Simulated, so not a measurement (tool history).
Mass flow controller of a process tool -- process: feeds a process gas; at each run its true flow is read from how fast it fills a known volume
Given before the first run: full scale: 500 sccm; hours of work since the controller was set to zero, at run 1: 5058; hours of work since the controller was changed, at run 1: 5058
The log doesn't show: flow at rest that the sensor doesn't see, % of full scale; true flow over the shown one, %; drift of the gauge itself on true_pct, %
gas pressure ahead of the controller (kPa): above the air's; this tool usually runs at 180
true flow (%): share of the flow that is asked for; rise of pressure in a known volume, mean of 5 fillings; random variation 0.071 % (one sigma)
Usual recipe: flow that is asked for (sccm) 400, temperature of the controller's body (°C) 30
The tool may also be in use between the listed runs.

run,hour,flow that is asked for (sccm),gas pressure ahead of the controller (kPa),temperature of the controller's body (°C),hours of work since the controller was set to zero,hours of work since the controller was changed,true flow (%)
1,0.0,400,180,30,5058,5058,100.38
2,222.3,400,180,30,5190,5190,100.35
3,495.4,400,180,30,5352,5352,100.28
4,773.1,400,180,30,5517,5517,100.22
5,1075.4,400,180,30,5696,5696,100.31
6,1512.7,400,180,30,5956,5956,100.29
7,1724.8,400,180,30,6082,6082,100.29
8,2068.5,400,180,30,6286,6286,100.28
9,2312.1,400,180,30,6430,6430,100.26
10,2586.8,400,180,30,6593,6593,100.27
11,3011.2,400,180,30,6845,6845,100.29
12,3272.3,400,180,30,7000,7000,100.25
13,3459.5,400,180,30,7111,7111,100.35
14,3877.3,400,180,30,7359,7359,100.31
15,4274.9,400,180,30,7595,7595,100.33
16,4496.3,400,180,30,7727,7727,100.38
17,4683.4,400,180,30,7838,7838,100.30
18,4890.3,400,180,30,7960,7960,100.26
19,5182.3,400,180,30,8134,8134,100.36
20,5603.1,400,180,22,8383,8383,99.49
# hour 5850.7: controller's zero set anew
21,6044.5,400,180,22,115,8645,99.41
22,6256.8,66,225,26,241,8771,99.63
23,6717.3,66,225,26,514,9044,99.55
24,7136.9,66,225,26,763,9293,99.57
25,7590.1,415,216,32,1032,9562,100.62
# hour 7637.2: controller exchanged for a calibrated one
26,7809.6,406,216,22,102,102,99.57
27,8125.0,406,216,22,290,290,99.58
28,8488.7,406,178,27,505,505,99.94
29,8690.2,206,206,28,625,625,99.81
30,8951.0,180,245,30,780,780,100.29
31,9274.8,400,180,24,972,972,99.75
32,9518.4,400,180,24,1116,1116,99.60
33,9773.7,154,180,30,1268,1268,99.93
34,10067.5,81,180,30,1442,1442,99.69
35,10390.3,81,180,30,1634,1634,99.90
36,10819.0,81,180,30,1888,1888,99.84
37,11213.1,81,180,30,2122,2122,99.94
38,11544.1,101,239,30,2319,2319,100.14

Predict each of these 3 candidate next runs independently; none follows another, all start after run 38:
A,11916.6,278,230,30,2540,2540,?
B,11916.6,154,142,27,2540,2540,?
C,11916.6,380,147,36,2540,2540,?

run,true flow (%)
A,100.41
B,99.48
C,100.85
With the hidden condition removed and each run's random variation left untouched, the same runs would have given:
run,true flow (%)
A,100.41
B,99.48
C,100.86
